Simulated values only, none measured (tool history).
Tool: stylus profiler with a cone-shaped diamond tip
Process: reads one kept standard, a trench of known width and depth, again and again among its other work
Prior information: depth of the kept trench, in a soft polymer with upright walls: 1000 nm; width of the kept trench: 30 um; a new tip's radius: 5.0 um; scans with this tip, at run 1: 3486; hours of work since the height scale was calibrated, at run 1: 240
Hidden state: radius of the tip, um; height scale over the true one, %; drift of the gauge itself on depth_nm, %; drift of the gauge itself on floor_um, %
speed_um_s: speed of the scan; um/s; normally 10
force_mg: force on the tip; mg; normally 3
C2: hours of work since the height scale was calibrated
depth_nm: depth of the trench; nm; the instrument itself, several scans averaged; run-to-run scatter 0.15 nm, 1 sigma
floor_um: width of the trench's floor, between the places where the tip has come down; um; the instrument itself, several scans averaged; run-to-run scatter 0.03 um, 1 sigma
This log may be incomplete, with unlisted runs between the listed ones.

run 1 hour=0 | speed_um_s=10 force_mg=3 | scans_with_this_tip=3486 C2=240 | depth_nm=1007.38 floor_um=22.9
run 2 hour=17.9 | speed_um_s=10 force_mg=1.12 | scans_with_this_tip=3656 C2=251 | depth_nm=1004.2 floor_um=22.93
run 3 hour=39.4 | speed_um_s=10 force_mg=1.12 | scans_with_this_tip=3859 C2=265 | depth_nm=1004.4 floor_um=22.89
run 4 hour=53.4 | speed_um_s=10 force_mg=1.12 | scans_with_this_tip=3991 C2=274 | depth_nm=1004.32 floor_um=22.85
run 5 hour=73.4 | speed_um_s=10 force_mg=1.12 | scans_with_this_tip=4181 C2=287 | depth_nm=1004.48 floor_um=22.77
run 6 hour=90.9 | speed_um_s=10 force_mg=1.12 | scans_with_this_tip=4346 C2=299 | depth_nm=1004.46 floor_um=22.79
run 7 hour=111.5 | speed_um_s=10 force_mg=1.12 | scans_with_this_tip=4540 C2=312 | depth_nm=1004.22 floor_um=22.76
run 8 hour=122.4 | speed_um_s=10 force_mg=1.12 | scans_with_this_tip=4644 C2=319 | depth_nm=1004.42 floor_um=22.61
run 9 hour=139.7 | speed_um_s=9 force_mg=1.96 | scans_with_this_tip=4807 C2=330 | depth_nm=1006.17 floor_um=22.65
run 10 hour=154.6 | speed_um_s=3 force_mg=1.08 | scans_with_this_tip=4949 C2=340 | depth_nm=1004.4 floor_um=22.64
run 11 hour=176.2 | speed_um_s=4 force_mg=1.78 | scans_with_this_tip=5152 C2=354 | depth_nm=1005.75 floor_um=22.59
run 12 hour=194.2 | speed_um_s=4 force_mg=1.78 | scans_with_this_tip=5323 C2=366 | depth_nm=1005.67 floor_um=22.57
run 13 hour=213.7 | speed_um_s=35 force_mg=6.84 | scans_with_this_tip=5507 C2=378 | depth_nm=1012.86 floor_um=22.4
run 14 hour=224.3 | speed_um_s=8 force_mg=8.71 | scans_with_this_tip=5608 C2=385 | depth_nm=1014.64 floor_um=22.49
run 15 hour=234.1 | speed_um_s=7 force_mg=1.04 | scans_with_this_tip=5700 C2=392 | depth_nm=1004.3 floor_um=22.45

Alternative continuations, all from the tool just after run 15; predict every row:
run A hour=256.7 | speed_um_s=7 force_mg=6.94 | scans_with_this_tip=5914 C2=406 | depth_nm=? floor_um=?
run B hour=256.7 | speed_um_s=4 force_mg=2.47 | scans_with_this_tip=5914 C2=406 | depth_nm=? floor_um=?
run C hour=256.7 | speed_um_s=7 force_mg=3.29 | scans_with_this_tip=5914 C2=406 | depth_nm=? floor_um=?

run=A depth_nm=1012.89 floor_um=22.43
run=B depth_nm=1006.97 floor_um=22.44
run=C depth_nm=1008.26 floor_um=22.43
Without the tool's hidden state the same runs would have given:
run=A depth_nm=1011.82 floor_um=23.97
run=B depth_nm=1005.91 floor_um=23.97
run=C depth_nm=1007.2 floor_um=23.96

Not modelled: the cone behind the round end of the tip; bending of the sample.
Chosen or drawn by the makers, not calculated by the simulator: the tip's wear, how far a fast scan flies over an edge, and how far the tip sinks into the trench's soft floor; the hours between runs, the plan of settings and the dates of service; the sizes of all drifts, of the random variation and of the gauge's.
